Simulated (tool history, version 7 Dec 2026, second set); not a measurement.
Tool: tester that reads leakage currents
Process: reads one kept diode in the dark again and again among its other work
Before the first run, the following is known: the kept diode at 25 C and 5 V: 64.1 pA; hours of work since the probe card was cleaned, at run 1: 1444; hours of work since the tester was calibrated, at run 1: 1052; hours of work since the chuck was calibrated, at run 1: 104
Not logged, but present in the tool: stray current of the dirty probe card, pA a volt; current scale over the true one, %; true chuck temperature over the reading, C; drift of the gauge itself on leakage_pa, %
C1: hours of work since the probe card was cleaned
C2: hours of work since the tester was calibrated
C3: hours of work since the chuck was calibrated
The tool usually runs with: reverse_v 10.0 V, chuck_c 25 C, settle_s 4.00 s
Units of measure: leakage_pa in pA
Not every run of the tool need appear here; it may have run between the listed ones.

Run 1, hour 0.0: usual settings; C1 1444; C2 1052; C3 104. Result: leakage_pa 100.07 pA.
Run 2, hour 36.4: usual settings but settle_s 1.06 s; C1 1468; C2 1075; C3 128. Result: leakage_pa 102.57 pA.
Run 3, hour 80.5: usual settings but settle_s 1.06 s; C1 1497; C2 1104; C3 157. Result: leakage_pa 103.00 pA.
Run 4, hour 119.6: usual settings but settle_s 1.06 s; C1 1522; C2 1130; C3 183. Result: leakage_pa 103.17 pA.
Run 5, hour 171.3: usual settings but settle_s 1.06 s; C1 1556; C2 1164; C3 216. Result: leakage_pa 103.12 pA.
Run 6, hour 230.6: usual settings but settle_s 1.06 s; C1 1595; C2 1202; C3 255. Result: leakage_pa 103.26 pA.
Run 7, hour 264.1: usual settings but settle_s 1.06 s; C1 1617; C2 1224; C3 277. Result: leakage_pa 103.43 pA.
Run 8, hour 292.8: usual settings; C1 1636; C2 1243; C3 296. Result: leakage_pa 101.07 pA.
Run 9, hour 334.7: usual settings but chuck_c 20 C; C1 1663; C2 1270; C3 323. Result: leakage_pa 68.39 pA.
Run 10, hour 386.1: usual settings; C1 1697; C2 1304; C3 357. Result: leakage_pa 101.91 pA.
At hour 392.4: chuck's temperature calibrated.
Run 11, hour 436.7: usual settings but settle_s 7.01 s; C1 1728; C2 1336; C3 29. Result: leakage_pa 100.67 pA.
Run 12, hour 489.3: usual settings but settle_s 7.01 s; C1 1763; C2 1370; C3 63. Result: leakage_pa 101.35 pA.
At hour 526.9: probe card cleaned and baked.
Run 13, hour 545.4: usual settings but reverse_v 1.4 V, chuck_c 52 C, settle_s 2.28 s; C1 12; C2 1405; C3 98. Result: leakage_pa 400.72 pA.
At hour 574.9: chuck's temperature calibrated, once more.
Run 14, hour 593.8: usual settings but reverse_v 12.6 V, chuck_c 35 C, settle_s 3.09 s; C1 42; C2 1435; C3 12. Result: leakage_pa 244.31 pA.
Run 15, hour 624.5: usual settings but reverse_v 12.6 V, chuck_c 35 C, settle_s 3.09 s; C1 63; C2 1455; C3 32. Result: leakage_pa 246.05 pA.

Estimate the outcome of run 16 from the log above:
Run 16, hour 682.0: usual settings but reverse_v 12.6 V, chuck_c 35 C, settle_s 3.09 s; C1 100; C2 1493; C3 70. Result: leakage_pa ?.

Run 16 gave leakage_pa 246.07 pA.
On a tool with no hidden condition, and with the same random variation, this run would have come out at leakage_pa 248.32 pA.
